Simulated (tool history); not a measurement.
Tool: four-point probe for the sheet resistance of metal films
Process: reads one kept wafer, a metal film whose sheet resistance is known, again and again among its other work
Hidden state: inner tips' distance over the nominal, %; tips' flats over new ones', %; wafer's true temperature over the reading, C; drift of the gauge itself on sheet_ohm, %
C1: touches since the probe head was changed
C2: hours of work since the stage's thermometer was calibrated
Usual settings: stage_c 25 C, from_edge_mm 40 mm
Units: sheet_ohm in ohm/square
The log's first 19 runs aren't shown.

run 20 hour=409.5 | stage_c=30 from_edge_mm=9 | C1=36276 C2=24 | sheet_ohm=6.931314
run 21 hour=429.9 | stage_c=30 from_edge_mm=9 | C1=36850 C2=32 | sheet_ohm=6.932692
run 22 hour=452.1 | stage_c=34 from_edge_mm=54 | C1=37474 C2=41 | sheet_ohm=6.88024
run 23 hour=476.9 | stage_c=30 from_edge_mm=8 | C1=38172 C2=51 | sheet_ohm=6.944919
run 24 hour=491.4 | stage_c=30 from_edge_mm=8 | C1=38578 C2=57 | sheet_ohm=6.941542
run 25 hour=515 | stage_c=27 from_edge_mm=14 | C1=39241 C2=67 | sheet_ohm=6.90967
-- hour=531 stage's thermometer calibrated, once more
run 26 hour=532.7 | stage_c=19 from_edge_mm=14 | C1=39726 C2=1 | sheet_ohm=6.907789
run 27 hour=563 | stage_c=19 from_edge_mm=14 | C1=40578 C2=13 | sheet_ohm=6.908881
run 28 hour=590.1 | stage_c=23 from_edge_mm=14 | C1=41340 C2=24 | sheet_ohm=6.901554
run 29 hour=609.9 | stage_c=21 from_edge_mm=6 | C1=41897 C2=32 | sheet_ohm=6.990125

The next listed run, before its measurement:
run 30 hour=629.6 | stage_c=29 from_edge_mm=11 | C1=42449 C2=41 | sheet_ohm=?

Run 30 gave sheet_ohm 6.906189 ohm/square.
Without the tool's hidden state the same run would have given sheet_ohm 6.952068 ohm/square.
